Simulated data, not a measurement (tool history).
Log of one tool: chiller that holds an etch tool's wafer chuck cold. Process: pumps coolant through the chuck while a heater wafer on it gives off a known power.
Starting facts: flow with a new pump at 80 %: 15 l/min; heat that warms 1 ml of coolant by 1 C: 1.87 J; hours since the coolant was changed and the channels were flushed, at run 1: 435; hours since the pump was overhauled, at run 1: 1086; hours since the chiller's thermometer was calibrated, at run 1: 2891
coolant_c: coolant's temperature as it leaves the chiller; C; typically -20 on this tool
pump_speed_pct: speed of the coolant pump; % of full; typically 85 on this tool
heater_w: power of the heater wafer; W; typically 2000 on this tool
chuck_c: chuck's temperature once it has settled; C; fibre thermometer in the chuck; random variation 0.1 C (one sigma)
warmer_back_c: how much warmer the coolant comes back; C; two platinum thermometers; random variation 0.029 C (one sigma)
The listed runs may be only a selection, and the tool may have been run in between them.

| run | hour | coolant_c | pump_speed_pct | heater_w | hours since the coolant was changed and the channels were flushed | hours since the pump was overhauled | hours since the chiller's thermometer was calibrated | chuck_c | warmer_back_c |
|---|---|---|---|---|---|---|---|---|---|
| 1 | 0 | -20 | 85 | 2000 | 435 | 1086 | 2891 | -8.6 | 4.01 |
| 2 | 95 | -20 | 85 | 2000 | 530 | 1181 | 2986 | -8.7 | 4.06 |
| 3 | 167.1 | -20 | 68 | 2000 | 603 | 1253 | 3058 | -6.8 | 5.09 |
| 4 | 214 | -20 | 68 | 2000 | 650 | 1300 | 3105 | -6.9 | 5.1 |
| 5 | 259.3 | -16 | 85 | 2000 | 695 | 1345 | 3150 | -4.8 | 4.01 |
| 6 | 336.8 | -16 | 85 | 2000 | 772 | 1423 | 3227 | -4.8 | 3.98 |
| 7 | 382.7 | -16 | 85 | 2000 | 818 | 1469 | 3273 | -4.6 | 4.02 |
| 8 | 460.9 | -20 | 85 | 2000 | 896 | 1547 | 3351 | -8.6 | 4.02 |
| 9 | 537.9 | -20 | 85 | 2000 | 973 | 1624 | 3429 | -8.6 | 4.02 |
| 10 | 591.3 | -20 | 88 | 2000 | 1027 | 1678 | 3482 | -8.9 | 3.9 |
| 11 | 683.1 | -20 | 88 | 2000 | 1119 | 1769 | 3574 | -8.8 | 3.87 |
| 12 | 725.1 | -20 | 88 | 2000 | 1161 | 1811 | 3616 | -8.8 | 3.87 |
| 13 | 778.4 | -20 | 88 | 2000 | 1214 | 1865 | 3669 | -8.8 | 3.9 |
| 14 | 835.7 | -20 | 88 | 2000 | 1271 | 1922 | 3726 | -8.8 | 3.87 |
| 15 | 882.2 | -20 | 88 | 2000 | 1318 | 1968 | 3773 | -8.8 | 3.86 |
| 16 | 980.4 | -29 | 88 | 2000 | 1416 | 2067 | 3871 | -17.9 | 3.82 |
| 17 | 1065.9 | -15 | 65 | 1215 | 1501 | 2152 | 3956 | -6.9 | 3.24 |
| 18 | 1155.9 | -13 | 89 | 1534 | 1591 | 2242 | 4046 | -4.8 | 2.98 |
| 19 | 1201 | -19 | 84 | 1428 | 1636 | 2287 | 4092 | -10.8 | 2.88 |
| 20 | 1273.3 | -19 | 84 | 1428 | 1709 | 2359 | 4164 | -10.9 | 2.85 |
| 21 | 1353 | -10 | 61 | 1535 | 1789 | 2439 | 4244 | 0.6 | 4.34 |
| 22 | 1424.7 | -10 | 61 | 1535 | 1860 | 2511 | 4315 | 0.7 | 4.36 |
| 23 | 1481 | -21 | 61 | 2667 | 1917 | 2567 | 4372 | -2.2 | 7.65 |
| 24 | 1563.7 | -14 | 74 | 1162 | 1999 | 2650 | 4454 | -6.9 | 2.72 |
| 25 | 1624.2 | -22 | 66 | 1074 | 2060 | 2710 | 4515 | -14.6 | 2.83 |
| 26 | 1679.2 | -29 | 77 | 1064 | 2115 | 2765 | 4570 | -22.8 | 2.35 |
|  | 1716.6 | chiller's thermometer calibrated |
| 27 | 1768.8 | -25 | 75 | 1170 | 2203 | 2854 | 52 | -17.7 | 2.64 |
| 28 | 1856.2 | -12 | 97 | 2000 | 2291 | 2941 | 140 | -1.5 | 3.45 |
| 29 | 1929.8 | -11 | 85 | 1697 | 2364 | 3015 | 213 | -1.4 | 3.39 |
| 30 | 2024 | -11 | 76 | 2159 | 2458 | 3109 | 307 | 2.2 | 4.85 |
| 31 | 2108.5 | -11 | 76 | 2159 | 2543 | 3194 | 392 | 2.2 | 4.88 |

What if the next run were any one of these 3? Each begins from the tool's condition after run 31:
| A | 2196.5 | -11 | 66 | 2129 | 2631 | 3282 | 480 | ? | ? |
| B | 2196.5 | -24 | 96 | 1379 | 2631 | 3282 | 480 | ? | ? |
| C | 2196.5 | -16 | 99 | 1545 | 2631 | 3282 | 480 | ? | ? |

| run | chuck_c | warmer_back_c |
|---|---|---|
| A | 3.2 | 5.6 |
| B | -16.6 | 2.44 |
| C | -8.1 | 2.62 |
With no hidden state in the tool, these same runs would have given:
| run | chuck_c | warmer_back_c |
|---|---|---|
| A | 3.1 | 5.6 |
| B | -16.6 | 2.43 |
| C | -8.2 | 2.62 |
